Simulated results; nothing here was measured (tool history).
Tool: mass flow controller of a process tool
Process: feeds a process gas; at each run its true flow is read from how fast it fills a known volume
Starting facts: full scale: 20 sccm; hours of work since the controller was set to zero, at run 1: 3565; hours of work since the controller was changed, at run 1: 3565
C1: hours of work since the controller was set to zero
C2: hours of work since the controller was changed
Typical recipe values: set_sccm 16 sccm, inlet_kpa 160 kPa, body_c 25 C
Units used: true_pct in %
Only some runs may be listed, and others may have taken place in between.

run 1 day=0 | set_sccm=16 inlet_kpa=160 body_c=25 | C1=3565 C2=3565 | true_pct=98.93
run 2 day=9.725 | set_sccm=16 inlet_kpa=160 body_c=25 | C1=3692 C2=3692 | true_pct=98.78
run 3 day=17.783 | set_sccm=16 inlet_kpa=160 body_c=25 | C1=3796 C2=3796 | true_pct=98.81
run 4 day=23.204 | set_sccm=16 inlet_kpa=160 body_c=25 | C1=3867 C2=3867 | true_pct=98.75
run 5 day=33.629 | set_sccm=16 inlet_kpa=160 body_c=25 | C1=4002 C2=4002 | true_pct=98.73
run 6 day=38.388 | set_sccm=16 inlet_kpa=160 body_c=25 | C1=4064 C2=4064 | true_pct=98.76
run 7 day=46.267 | set_sccm=16 inlet_kpa=160 body_c=25 | C1=4166 C2=4166 | true_pct=98.69
run 8 day=56.571 | set_sccm=16 inlet_kpa=160 body_c=25 | C1=4300 C2=4300 | true_pct=98.64
run 9 day=61.55 | set_sccm=3 inlet_kpa=160 body_c=25 | C1=4365 C2=4365 | true_pct=99.77
run 10 day=66.146 | set_sccm=16 inlet_kpa=160 body_c=25 | C1=4424 C2=4424 | true_pct=98.65
run 11 day=71.242 | set_sccm=16 inlet_kpa=160 body_c=25 | C1=4490 C2=4490 | true_pct=98.7
-- day=77.192 controller's zero set anew
run 12 day=79.379 | set_sccm=16 inlet_kpa=160 body_c=25 | C1=28 C2=4596 | true_pct=98.13
run 13 day=87.508 | set_sccm=16 inlet_kpa=160 body_c=25 | C1=134 C2=4701 | true_pct=98.04
run 14 day=93.6 | set_sccm=16 inlet_kpa=160 body_c=25 | C1=213 C2=4781 | true_pct=98.04
run 15 day=102.608 | set_sccm=7 inlet_kpa=160 body_c=25 | C1=330 C2=4898 | true_pct=97.64
run 16 day=111.338 | set_sccm=7 inlet_kpa=160 body_c=25 | C1=443 C2=5011 | true_pct=97.65
run 17 day=118.188 | set_sccm=16 inlet_kpa=160 body_c=25 | C1=532 C2=5100 | true_pct=97.99
run 18 day=124.608 | set_sccm=6 inlet_kpa=160 body_c=25 | C1=616 C2=5183 | true_pct=97.61
run 19 day=130.367 | set_sccm=16 inlet_kpa=155 body_c=25 | C1=691 C2=5258 | true_pct=97.95
-- day=134.321 controller exchanged for a calibrated one
run 20 day=139.425 | set_sccm=2 inlet_kpa=155 body_c=25 | C1=66 C2=66 | true_pct=99.35
run 21 day=146.225 | set_sccm=2 inlet_kpa=155 body_c=25 | C1=155 C2=155 | true_pct=99.25
run 22 day=152.433 | set_sccm=2 inlet_kpa=155 body_c=25 | C1=235 C2=235 | true_pct=99.32
run 23 day=159.35 | set_sccm=16 inlet_kpa=160 body_c=32 | C1=325 C2=325 | true_pct=100.22
run 24 day=166.188 | set_sccm=16 inlet_kpa=160 body_c=32 | C1=414 C2=414 | true_pct=100.24
run 25 day=172.767 | set_sccm=16 inlet_kpa=160 body_c=32 | C1=499 C2=499 | true_pct=100.23
run 26 day=179.354 | set_sccm=8 inlet_kpa=179 body_c=34 | C1=585 C2=585 | true_pct=99.97
run 27 day=186.225 | set_sccm=3 inlet_kpa=251 body_c=25 | C1=674 C2=674 | true_pct=99.24
run 28 day=196.254 | set_sccm=7 inlet_kpa=192 body_c=25 | C1=804 C2=804 | true_pct=99.16
run 29 day=202.896 | set_sccm=14 inlet_kpa=169 body_c=30 | C1=891 C2=891 | true_pct=99.95
run 30 day=210.933 | set_sccm=4 inlet_kpa=201 body_c=27 | C1=995 C2=995 | true_pct=99.37
run 31 day=220.208 | set_sccm=4 inlet_kpa=152 body_c=22 | C1=1115 C2=1115 | true_pct=98.87
run 32 day=226.271 | set_sccm=3 inlet_kpa=224 body_c=22 | C1=1194 C2=1194 | true_pct=99.16
run 33 day=234.517 | set_sccm=2 inlet_kpa=224 body_c=27 | C1=1301 C2=1301 | true_pct=99.82
run 34 day=240.829 | set_sccm=2 inlet_kpa=141 body_c=27 | C1=1383 C2=1383 | true_pct=100.01
run 35 day=251.292 | set_sccm=3 inlet_kpa=160 body_c=26 | C1=1519 C2=1519 | true_pct=99.49
run 36 day=259.854 | set_sccm=12 inlet_kpa=208 body_c=23 | C1=1630 C2=1630 | true_pct=98.91
run 37 day=264.688 | set_sccm=12 inlet_kpa=208 body_c=23 | C1=1693 C2=1693 | true_pct=98.99
run 38 day=271.258 | set_sccm=3 inlet_kpa=167 body_c=36 | C1=1778 C2=1778 | true_pct=100.45
run 39 day=281.921 | set_sccm=4 inlet_kpa=205 body_c=34 | C1=1917 C2=1917 | true_pct=100.05
run 40 day=286.846 | set_sccm=4 inlet_kpa=205 body_c=34 | C1=1981 C2=1981 | true_pct=99.97
run 41 day=297.125 | set_sccm=4 inlet_kpa=205 body_c=34 | C1=2114 C2=2114 | true_pct=100.02
run 42 day=304.821 | set_sccm=3 inlet_kpa=232 body_c=25 | C1=2214 C2=2214 | true_pct=99.43
run 43 day=313.058 | set_sccm=3 inlet_kpa=232 body_c=25 | C1=2321 C2=2321 | true_pct=99.41
run 44 day=318.854 | set_sccm=16 inlet_kpa=160 body_c=28 | C1=2397 C2=2397 | true_pct=99.55
run 45 day=324.358 | set_sccm=3 inlet_kpa=174 body_c=22 | C1=2468 C2=2468 | true_pct=99.36
run 46 day=328.817 | set_sccm=3 inlet_kpa=174 body_c=22 | C1=2526 C2=2526 | true_pct=99.3
run 47 day=338.021 | set_sccm=6 inlet_kpa=173 body_c=29 | C1=2645 C2=2645 | true_pct=99.47

Each row is a separate what-if for the run after 47, all from the same tool condition, not one after another. Results?
run A day=346.912 | set_sccm=6 inlet_kpa=172 body_c=30 | C1=2761 C2=2761 | true_pct=?
run B day=346.912 | set_sccm=20 inlet_kpa=142 body_c=28 | C1=2761 C2=2761 | true_pct=?
run C day=346.912 | set_sccm=6 inlet_kpa=173 body_c=36 | C1=2761 C2=2761 | true_pct=?
run D day=346.912 | set_sccm=16 inlet_kpa=196 body_c=25 | C1=2761 C2=2761 | true_pct=?
run E day=346.912 | set_sccm=5 inlet_kpa=188 body_c=26 | C1=2761 C2=2761 | true_pct=?

run=A true_pct=99.55
run=B true_pct=99.33
run=C true_pct=100.09
run=D true_pct=99.02
run=E true_pct=99.3
With the hidden condition removed and each run's random variation left untouched, the same runs would have given:
run=A true_pct=99.86
run=B true_pct=100.19
run=C true_pct=100.39
run=D true_pct=99.82
run=E true_pct=99.45

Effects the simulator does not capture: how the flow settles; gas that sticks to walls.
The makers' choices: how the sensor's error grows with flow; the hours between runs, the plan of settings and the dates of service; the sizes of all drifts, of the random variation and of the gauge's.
